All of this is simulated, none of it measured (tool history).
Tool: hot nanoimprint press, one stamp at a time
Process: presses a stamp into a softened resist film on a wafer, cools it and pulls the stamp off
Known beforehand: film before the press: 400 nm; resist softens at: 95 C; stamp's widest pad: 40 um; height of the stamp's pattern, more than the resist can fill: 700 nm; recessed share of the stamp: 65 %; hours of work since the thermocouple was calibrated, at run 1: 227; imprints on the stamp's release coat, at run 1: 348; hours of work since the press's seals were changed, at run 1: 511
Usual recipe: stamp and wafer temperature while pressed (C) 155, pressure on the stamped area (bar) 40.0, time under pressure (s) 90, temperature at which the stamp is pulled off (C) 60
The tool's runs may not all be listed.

| run | day | stamp and wafer temperature while pressed (C) | pressure on the stamped area (bar) | time under pressure (s) | temperature at which the stamp is pulled off (C) | hours of work since the thermocouple was calibrated | imprints on the stamp's release coat | hours of work since the press's seals were changed | resist left under the stamp's widest pad (Å) | greatest force while the stamp is pulled off (N) |
|---|---|---|---|---|---|---|---|---|---|---|
| 1 | 0.000 | 155 | 40.0 | 90 | 60 | 227 | 348 | 511 | 2017 | 104 |
| 2 | 1.579 | 155 | 40.0 | 90 | 60 | 246 | 483 | 529 | 2012 | 107 |
|  | 3.792 | stamp cleaned and given a new release coat |
| 3 | 4.333 | 155 | 40.0 | 90 | 60 | 275 | 47 | 559 | 2025 | 107 |
|  | 5.867 | plate thermocouple calibrated |
| 4 | 7.675 | 155 | 40.0 | 90 | 60 | 21 | 322 | 597 | 2022 | 106 |
|  | 9.558 | press's hydraulic seals changed and the load cell set to zero |
| 5 | 11.050 | 145 | 40.0 | 90 | 60 | 57 | 582 | 18 | 3146 | 106 |
|  | 12.075 | stamp cleaned and given a new release coat |
| 6 | 13.246 | 145 | 40.0 | 90 | 60 | 80 | 100 | 41 | 3132 | 108 |
| 7 | 16.408 | 155 | 28.7 | 108 | 48 | 118 | 371 | 78 | 2269 | 142 |
| 8 | 19.283 | 155 | 26.3 | 177 | 50 | 152 | 617 | 112 | 2051 | 133 |
|  | 20.133 | stamp cleaned and given a new release coat |
| 9 | 22.817 | 155 | 44.3 | 90 | 46 | 191 | 230 | 151 | 1904 | 145 |
| 10 | 26.058 | 153 | 34.7 | 62 | 66 | 229 | 508 | 189 | 2613 | 90 |
|  | 28.079 | stamp cleaned and given a new release coat |
| 11 | 28.558 | 164 | 34.7 | 62 | 66 | 256 | 41 | 216 | 1579 | 87 |
| 12 | 30.946 | 164 | 34.7 | 62 | 66 | 284 | 246 | 244 | 1574 | 88 |

Difference, measured minus no-hidden-state, one row per run. Run-to-run variation is common to both terms; the gauge's own scatter need not be:
The tool's hidden condition here consists of: true temperature over the reading, C; pressure that arrives at the usual setting, %; grip of the stamp's worn release coat, % over a new coat's; drift of the gauge itself on residual_nm, %; drift of the gauge itself on pull_off_n, %.
| run | resist left under the stamp's widest pad (Å) |
|---|---|
| 1 | +0 |
| 2 | +0 |
| 3 | -2 |
| 4 | -1 |
| 5 | -5 |
| 6 | -7 |
| 7 | -6 |
| 8 | -7 |
| 9 | -8 |
| 10 | -12 |
| 11 | -8 |
| 12 | -8 |
For greatest force while the stamp is pulled off (N), the value without the hidden state is never more than 1 from the measured value.
